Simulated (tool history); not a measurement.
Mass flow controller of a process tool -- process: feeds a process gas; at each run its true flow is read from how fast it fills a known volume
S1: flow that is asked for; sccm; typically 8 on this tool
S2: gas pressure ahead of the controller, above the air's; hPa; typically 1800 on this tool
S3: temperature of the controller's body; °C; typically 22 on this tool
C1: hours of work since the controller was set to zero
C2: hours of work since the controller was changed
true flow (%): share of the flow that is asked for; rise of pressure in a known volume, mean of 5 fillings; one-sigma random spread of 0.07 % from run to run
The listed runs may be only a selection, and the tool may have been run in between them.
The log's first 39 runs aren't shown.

run 40 day=204.908 | S1=3 S2=1800 S3=31 | C1=1576 C2=6303 | true_flow_(%)=103.53
run 41 day=211.942 | S1=3 S2=1800 S3=31 | C1=1703 C2=6430 | true_flow_(%)=103.96
run 42 day=215.638 | S1=3 S2=1800 S3=31 | C1=1770 C2=6497 | true_flow_(%)=103.99
run 43 day=218.629 | S1=6 S2=1470 S3=22 | C1=1824 C2=6551 | true_flow_(%)=101.45
run 44 day=224.338 | S1=6 S2=2260 S3=27 | C1=1927 C2=6654 | true_flow_(%)=102.58
run 45 day=229.967 | S1=2 S2=1720 S3=21 | C1=2029 C2=6755 | true_flow_(%)=105.67
run 46 day=234.758 | S1=2 S2=1720 S3=21 | C1=2115 C2=6842 | true_flow_(%)=106.09
run 47 day=239.138 | S1=2 S2=1720 S3=21 | C1=2194 C2=6921 | true_flow_(%)=106.40
run 48 day=246.129 | S1=8 S2=2010 S3=34 | C1=2320 C2=7047 | true_flow_(%)=103.13

Alternative continuations, all from the tool just after run 48; predict every row:
run A day=249.521 | S1=3 S2=2010 S3=31 | C1=2382 C2=7108 | true_flow_(%)=?
run B day=249.521 | S1=7 S2=1600 S3=24 | C1=2382 C2=7108 | true_flow_(%)=?
run C day=249.521 | S1=8 S2=2440 S3=22 | C1=2382 C2=7108 | true_flow_(%)=?
run D day=249.521 | S1=2 S2=2030 S3=34 | C1=2382 C2=7108 | true_flow_(%)=?
run E day=249.521 | S1=2 S2=1800 S3=32 | C1=2382 C2=7108 | true_flow_(%)=?

run=A true_flow_(%)=105.54
run=B true_flow_(%)=102.25
run=C true_flow_(%)=102.44
run=D true_flow_(%)=108.13
run=E true_flow_(%)=107.93
With no hidden state in the tool, these same runs would have given:
run=A true_flow_(%)=99.10
run=B true_flow_(%)=98.66
run=C true_flow_(%)=99.12
run=D true_flow_(%)=99.21
run=E true_flow_(%)=99.01

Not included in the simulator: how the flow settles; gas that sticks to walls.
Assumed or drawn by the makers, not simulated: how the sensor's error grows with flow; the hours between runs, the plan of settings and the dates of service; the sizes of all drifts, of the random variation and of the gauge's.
